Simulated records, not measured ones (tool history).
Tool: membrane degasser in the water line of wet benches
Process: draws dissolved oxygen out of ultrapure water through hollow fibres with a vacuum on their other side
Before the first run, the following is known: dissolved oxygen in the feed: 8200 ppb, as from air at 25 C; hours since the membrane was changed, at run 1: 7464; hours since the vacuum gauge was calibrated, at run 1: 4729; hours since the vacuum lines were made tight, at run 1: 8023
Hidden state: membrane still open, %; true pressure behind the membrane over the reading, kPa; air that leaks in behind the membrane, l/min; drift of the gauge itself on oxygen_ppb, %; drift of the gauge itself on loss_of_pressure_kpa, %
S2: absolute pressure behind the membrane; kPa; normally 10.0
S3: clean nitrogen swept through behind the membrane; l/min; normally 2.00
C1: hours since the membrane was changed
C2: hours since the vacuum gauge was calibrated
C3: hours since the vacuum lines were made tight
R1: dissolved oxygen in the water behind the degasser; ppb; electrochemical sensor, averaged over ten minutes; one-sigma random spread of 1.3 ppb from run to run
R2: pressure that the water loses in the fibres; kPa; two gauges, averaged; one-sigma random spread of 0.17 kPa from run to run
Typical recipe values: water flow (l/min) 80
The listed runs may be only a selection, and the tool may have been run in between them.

Run 1, hour 0.0: usual settings; C1 7464; C2 4729; C3 8023. Result: R1 534.2 ppb, R2 31.01 kPa.
Run 2, hour 184.3: usual settings; C1 7649; C2 4913; C3 8207. Result: R1 535.2 ppb, R2 30.87 kPa.
Run 3, hour 357.4: usual settings; C1 7822; C2 5086; C3 8380. Result: R1 533.7 ppb, R2 31.11 kPa.
At hour 423.6: vacuum gauge calibrated.
Run 4, hour 445.9: usual settings; C1 7910; C2 22; C3 8468. Result: R1 538.9 ppb, R2 31.09 kPa.
Run 5, hour 559.8: usual settings; C1 8024; C2 136; C3 8582. Result: R1 539.9 ppb, R2 31.31 kPa.
At hour 648.5: seals of the vacuum lines changed.
Run 6, hour 722.7: usual settings; C1 8184; C2 297; C3 74. Result: R1 541.0 ppb, R2 30.98 kPa.
Run 7, hour 825.7: usual settings but water flow (l/min) 57; C1 8287; C2 400; C3 177. Result: R1 408.4 ppb, R2 22.26 kPa.
Run 8, hour 978.3: usual settings but S3 5.01 l/min; C1 8440; C2 553; C3 330. Result: R1 258.1 ppb, R2 30.92 kPa.
Run 9, hour 1145.4: usual settings; C1 8607; C2 720; C3 497. Result: R1 537.4 ppb, R2 31.27 kPa.
Run 10, hour 1271.2: usual settings but S2 6.1 kPa; C1 8733; C2 846; C3 623. Result: R1 252.8 ppb, R2 31.12 kPa.
At hour 1447.6: vacuum gauge calibrated, once more.
Run 11, hour 1447.6: usual settings but water flow (l/min) 83, S2 19.2 kPa; C1 8909; C2 0; C3 799. Result: R1 1178.9 ppb, R2 32.69 kPa.
Run 12, hour 1537.6: usual settings but water flow (l/min) 65, S2 9.0 kPa, S3 1.26 l/min; C1 8999; C2 90; C3 889. Result: R1 539.4 ppb, R2 25.11 kPa.
Run 13, hour 1705.7: usual settings but water flow (l/min) 65, S2 9.0 kPa, S3 1.26 l/min; C1 9167; C2 258; C3 1057. Result: R1 541.7 ppb, R2 25.36 kPa.
Run 14, hour 1902.5: usual settings but water flow (l/min) 65, S2 9.0 kPa, S3 1.26 l/min; C1 9364; C2 455; C3 1253. Result: R1 541.3 ppb, R2 25.60 kPa.
Run 15, hour 2078.5: usual settings but water flow (l/min) 71, S3 1.22 l/min; C1 9540; C2 631; C3 1429. Result: R1 684.4 ppb, R2 28.05 kPa.
Run 16, hour 2182.9: usual settings but water flow (l/min) 71, S3 1.22 l/min; C1 9644; C2 735; C3 1534. Result: R1 685.5 ppb, R2 27.59 kPa.
Run 17, hour 2306.3: usual settings but water flow (l/min) 99, S2 11.6 kPa, S3 3.51 l/min; C1 9768; C2 859; C3 1657. Result: R1 506.3 ppb, R2 38.68 kPa.
Run 18, hour 2439.0: usual settings but water flow (l/min) 99, S2 11.6 kPa, S3 3.51 l/min; C1 9900; C2 991; C3 1790. Result: R1 507.6 ppb, R2 38.89 kPa.
Run 19, hour 2640.4: usual settings but water flow (l/min) 99, S2 11.6 kPa, S3 3.51 l/min; C1 10102; C2 1193; C3 1991. Result: R1 503.6 ppb, R2 38.86 kPa.

3 ways to go on from here, each from the tool as it stands after run 19. What would each give?
Run A, hour 2798.1: usual settings but S2 16.6 kPa, S3 3.07 l/min; C1 10259; C2 1350; C3 2149. Result: R1 ?, R2 ?.
Run B, hour 2798.1: usual settings but water flow (l/min) 60, S2 18.1 kPa, S3 2.58 l/min; C1 10259; C2 1350; C3 2149. Result: R1 ?, R2 ?.
Run C, hour 2798.1: usual settings but S2 19.1 kPa; C1 10259; C2 1350; C3 2149. Result: R1 ?, R2 ?.

run      R1     R2
  A   706.3  31.31
  B   708.2  23.59
  C  1140.7  30.99
What these runs would have given with no unlogged condition in the tool:
run      R1     R2
  A   703.1  29.80
  B   706.9  22.46
  C  1137.7  29.49
